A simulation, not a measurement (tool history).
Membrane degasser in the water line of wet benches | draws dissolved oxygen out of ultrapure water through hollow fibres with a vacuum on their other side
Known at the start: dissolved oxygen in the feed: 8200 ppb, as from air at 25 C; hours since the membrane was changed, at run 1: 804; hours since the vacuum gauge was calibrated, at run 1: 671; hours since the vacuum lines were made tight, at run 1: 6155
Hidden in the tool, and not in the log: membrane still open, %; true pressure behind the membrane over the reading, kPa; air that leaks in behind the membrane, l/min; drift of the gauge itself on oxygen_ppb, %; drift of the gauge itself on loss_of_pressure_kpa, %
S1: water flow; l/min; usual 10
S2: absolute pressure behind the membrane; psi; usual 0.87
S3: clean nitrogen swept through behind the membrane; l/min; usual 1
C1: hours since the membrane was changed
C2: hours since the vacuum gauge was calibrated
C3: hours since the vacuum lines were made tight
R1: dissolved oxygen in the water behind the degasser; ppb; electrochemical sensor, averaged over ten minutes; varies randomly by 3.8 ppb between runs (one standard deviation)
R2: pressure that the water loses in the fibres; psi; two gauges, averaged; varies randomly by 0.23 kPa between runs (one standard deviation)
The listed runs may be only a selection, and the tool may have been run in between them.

Run 1, hour 0: usual settings; C1 804; C2 671; C3 6155. Result: R1 376 ppb, R2 8.657 psi.
Run 2, hour 232.1: usual settings; C1 1036; C2 903; C3 6387. Result: R1 370.4 ppb, R2 8.733 psi.
Run 3, hour 427.4: usual settings but S1 12 l/min; C1 1231; C2 1098; C3 6582. Result: R1 572.4 ppb, R2 10.431 psi.
Run 4, hour 680.4: usual settings; C1 1484; C2 1351; C3 6835. Result: R1 378.8 ppb, R2 8.728 psi.
Run 5, hour 813.7: usual settings; C1 1618; C2 1484; C3 6968. Result: R1 378.3 ppb, R2 8.743 psi.
Run 6, hour 1029.1: usual settings; C1 1833; C2 1700; C3 7184. Result: R1 381.5 ppb, R2 8.718 psi.
Run 7, hour 1146: usual settings; C1 1950; C2 1817; C3 7301. Result: R1 370.3 ppb, R2 8.699 psi.
Run 8, hour 1356.9: usual settings; C1 2161; C2 2027; C3 7512. Result: R1 371.6 ppb, R2 8.689 psi.
Run 9, hour 1487.3: usual settings but S2 0.911 psi; C1 2291; C2 2158; C3 7642. Result: R1 381.1 ppb, R2 8.717 psi.
Run 10, hour 1733.2: usual settings but S3 1.29 l/min; C1 2537; C2 2404; C3 7888. Result: R1 367.7 ppb, R2 8.692 psi.
Run 11, hour 1985.6: usual settings but S2 0.693 psi; C1 2790; C2 2656; C3 8140. Result: R1 352 ppb, R2 8.712 psi.
Run 12, hour 2238.7: usual settings but S2 0.693 psi; C1 3043; C2 2909; C3 8393. Result: R1 346.8 ppb, R2 8.727 psi.
Run 13, hour 2342: usual settings but S2 0.693 psi; C1 3146; C2 3013; C3 8497. Result: R1 356.6 ppb, R2 8.744 psi.
Run 14, hour 2549.1: usual settings but S2 0.693 psi; C1 3353; C2 3220; C3 8704. Result: R1 346.5 ppb, R2 8.731 psi.
Run 15, hour 2796.2: usual settings but S2 1.018 psi; C1 3600; C2 3467; C3 8951. Result: R1 401.4 ppb, R2 8.727 psi.
Run 16, hour 3003.4: usual settings but S2 0.766 psi; C1 3807; C2 3674; C3 9158. Result: R1 361.5 ppb, R2 8.773 psi.
Run 17, hour 3172.7: usual settings but S2 0.766 psi; C1 3977; C2 3843; C3 9328. Result: R1 366.8 ppb, R2 8.775 psi.
Run 18, hour 3345.8: usual settings but S1 8 l/min, S2 1.685 psi, S3 0.98 l/min; C1 4150; C2 4016; C3 9501. Result: R1 314.9 ppb, R2 7.01 psi.
At hour 3448.7: seals of the vacuum lines changed.
Run 19, hour 3571.5: usual settings but S1 11 l/min, S2 1.137 psi, S3 1.19 l/min; C1 4373; C2 4240; C3 123. Result: R1 501.1 ppb, R2 9.639 psi.
Run 20, hour 3828.2: usual settings but S1 8 l/min, S2 1.137 psi, S3 1.19 l/min; C1 4630; C2 4497; C3 380. Result: R1 234.8 ppb, R2 7.037 psi.
Run 21, hour 3999.4: usual settings but S1 8 l/min, S2 1.252 psi, S3 1.5 l/min; C1 4801; C2 4668; C3 551. Result: R1 227.6 ppb, R2 7.033 psi.
Run 22, hour 4113: usual settings but S1 11 l/min, S2 0.904 psi, S3 0.68 l/min; C1 4915; C2 4782; C3 664. Result: R1 499.2 ppb, R2 9.691 psi.
Run 23, hour 4335.4: usual settings but S1 11 l/min, S2 2.087 psi, S3 1.03 l/min; C1 5137; C2 5004; C3 887. Result: R1 666.9 ppb, R2 9.609 psi.
Run 24, hour 4567.2: usual settings but S1 7 l/min, S2 1.205 psi, S3 0.44 l/min; C1 5369; C2 5236; C3 1119. Result: R1 280.9 ppb, R2 6.147 psi.
Run 25, hour 4821.3: usual settings but S1 9 l/min, S2 0.757 psi, S3 1.19 l/min; C1 5623; C2 5490; C3 1373. Result: R1 271.1 ppb, R2 7.906 psi.
Run 26, hour 4976.1: usual settings but S1 8 l/min, S2 0.585 psi; C1 5778; C2 5645; C3 1527. Result: R1 176.8 ppb, R2 6.989 psi.
Run 27, hour 5205: usual settings but S3 1.21 l/min; C1 6007; C2 5874; C3 1756. Result: R1 367.4 ppb, R2 8.859 psi.
Run 28, hour 5454.1: usual settings but S2 1.942 psi; C1 6256; C2 6123; C3 2005. Result: R1 540.5 ppb, R2 8.891 psi.
At hour 5471.1: vacuum gauge calibrated.
Run 29, hour 5609.1: usual settings but S2 1.942 psi; C1 6411; C2 138; C3 2160. Result: R1 538.4 ppb, R2 8.775 psi.
Run 30, hour 5736.6: usual settings but S2 1.942 psi; C1 6538; C2 265; C3 2287. Result: R1 535.7 ppb, R2 8.826 psi.
Run 31, hour 5916.1: usual settings but S1 7 l/min, S2 1.607 psi, S3 1.05 l/min; C1 6718; C2 445; C3 2467. Result: R1 223.4 ppb, R2 6.199 psi.
Run 32, hour 6090.2: usual settings but S1 7 l/min, S2 1.607 psi, S3 1.05 l/min; C1 6892; C2 619; C3 2641. Result: R1 223.7 ppb, R2 6.196 psi.
Run 33, hour 6220.2: usual settings but S1 14 l/min, S2 0.537 psi, S3 1.05 l/min; C1 7022; C2 749; C3 2771. Result: R1 722.6 ppb, R2 12.37 psi.

Selected run-to-run steps in R2, each split into two signed amounts: the part the tool would show with no hidden state at all (from settings, incoming material and random variation), and the remainder, which goes to the hidden state together with any gauge scatter not common to the measured and the hidden-state-free results:
Run 21 -> 22: S1 8 -> 11, S2 1.252 -> 0.904, S3 1.5 -> 0.68. R2 +2.659 psi: hidden state +0.038, all else +2.621.
Run 23 -> 24: S1 11 -> 7, S2 2.087 -> 1.205, S3 1.03 -> 0.44. R2 -3.462 psi: hidden state -0.044, all else -3.419.
Run 30 -> 31: S1 10 -> 7, S2 1.942 -> 1.607, S3 1 -> 1.05. R2 -2.627 psi: hidden state -0.045, all else -2.582.
Run 32 -> 33: S1 7 -> 14, S2 1.607 -> 0.537. R2 +6.174 psi: hidden state +0.123, all else +6.051.

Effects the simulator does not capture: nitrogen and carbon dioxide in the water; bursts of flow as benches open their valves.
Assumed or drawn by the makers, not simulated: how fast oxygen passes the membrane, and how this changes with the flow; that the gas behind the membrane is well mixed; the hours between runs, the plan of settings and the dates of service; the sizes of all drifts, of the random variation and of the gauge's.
